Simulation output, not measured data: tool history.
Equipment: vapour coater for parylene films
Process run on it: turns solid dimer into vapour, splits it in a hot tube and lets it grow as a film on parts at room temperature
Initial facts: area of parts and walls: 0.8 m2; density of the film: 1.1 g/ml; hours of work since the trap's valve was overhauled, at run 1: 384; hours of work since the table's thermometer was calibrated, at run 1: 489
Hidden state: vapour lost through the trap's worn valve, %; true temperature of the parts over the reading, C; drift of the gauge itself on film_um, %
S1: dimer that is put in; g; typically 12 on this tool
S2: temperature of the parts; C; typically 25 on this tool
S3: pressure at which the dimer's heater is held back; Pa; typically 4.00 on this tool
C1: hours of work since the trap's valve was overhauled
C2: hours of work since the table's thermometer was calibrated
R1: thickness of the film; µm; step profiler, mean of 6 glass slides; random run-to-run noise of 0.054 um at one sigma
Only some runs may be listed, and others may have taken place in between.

| run | day | S1 | S2 | S3 | C1 | C2 | R1 |
|---|---|---|---|---|---|---|---|
| 1 | 0.000 | 12 | 25 | 4.00 | 384 | 489 | 9.17 |
| 2 | 0.867 | 12 | 25 | 4.00 | 398 | 503 | 9.19 |
| 3 | 1.700 | 12 | 25 | 4.00 | 411 | 516 | 9.10 |
| 4 | 2.458 | 12 | 25 | 4.00 | 424 | 529 | 9.26 |
| 5 | 3.008 | 12 | 25 | 4.00 | 432 | 538 | 9.12 |
| 6 | 3.404 | 12 | 25 | 4.00 | 439 | 544 | 9.34 |
| 7 | 4.204 | 21 | 28 | 3.02 | 452 | 557 | 14.88 |
| 8 | 4.967 | 21 | 28 | 3.02 | 464 | 569 | 14.96 |
| 9 | 5.508 | 13 | 25 | 6.67 | 473 | 578 | 9.03 |
| 10 | 5.950 | 13 | 21 | 4.94 | 480 | 585 | 11.34 |

5 options for the next run, each taken on its own from the tool as it stands now. Forecast them:
| A | 6.833 | 12 | 22 | 9.90 | 494 | 599 | ? |
| B | 6.833 | 19 | 30 | 4.94 | 494 | 599 | ? |
| C | 6.833 | 12 | 27 | 4.76 | 494 | 599 | ? |
| D | 6.833 | 12 | 33 | 4.00 | 494 | 599 | ? |
| E | 6.833 | 12 | 25 | 8.65 | 494 | 599 | ? |

| run | R1 |
|---|---|
| A | 8.90 |
| B | 11.30 |
| C | 8.14 |
| D | 6.47 |
| E | 7.99 |
Without the tool's hidden state the same runs would have given:
| run | R1 |
|---|---|
| A | 8.82 |
| B | 11.20 |
| C | 8.07 |
| D | 6.41 |
| E | 7.92 |

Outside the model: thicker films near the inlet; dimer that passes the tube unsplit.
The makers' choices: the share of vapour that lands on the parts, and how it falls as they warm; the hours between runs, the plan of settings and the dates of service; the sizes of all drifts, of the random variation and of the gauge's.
